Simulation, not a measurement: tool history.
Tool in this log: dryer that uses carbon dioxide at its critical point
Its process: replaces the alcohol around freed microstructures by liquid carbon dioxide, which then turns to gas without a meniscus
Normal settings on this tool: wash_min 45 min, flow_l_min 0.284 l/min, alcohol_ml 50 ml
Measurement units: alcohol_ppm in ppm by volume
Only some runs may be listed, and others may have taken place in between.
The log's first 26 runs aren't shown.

run,day,wash_min,flow_l_min,alcohol_ml,hours of work since the filter was changed,hours of work since the purifier's bed was changed,alcohol_ppm
27,18.025,58,0.222,89,461,514,569
28,18.438,58,0.222,89,467,520,589
29,19.346,45,0.382,24,481,534,100
30,19.821,37,0.294,37,488,541,511
31,20.629,40,0.294,46,500,553,476
32,21.525,40,0.294,46,514,566,508
33,22.162,40,0.294,46,523,576,507
34,22.875,40,0.294,46,534,587,506

Run 35 comes next. What will it give?
35,23.538,29,0.402,43,544,596,?

{"run 35": {"alcohol_ppm": 507}}
The same run, on a tool lacking any hidden state, would have yielded alcohol_ppm 225 ppm by volume.
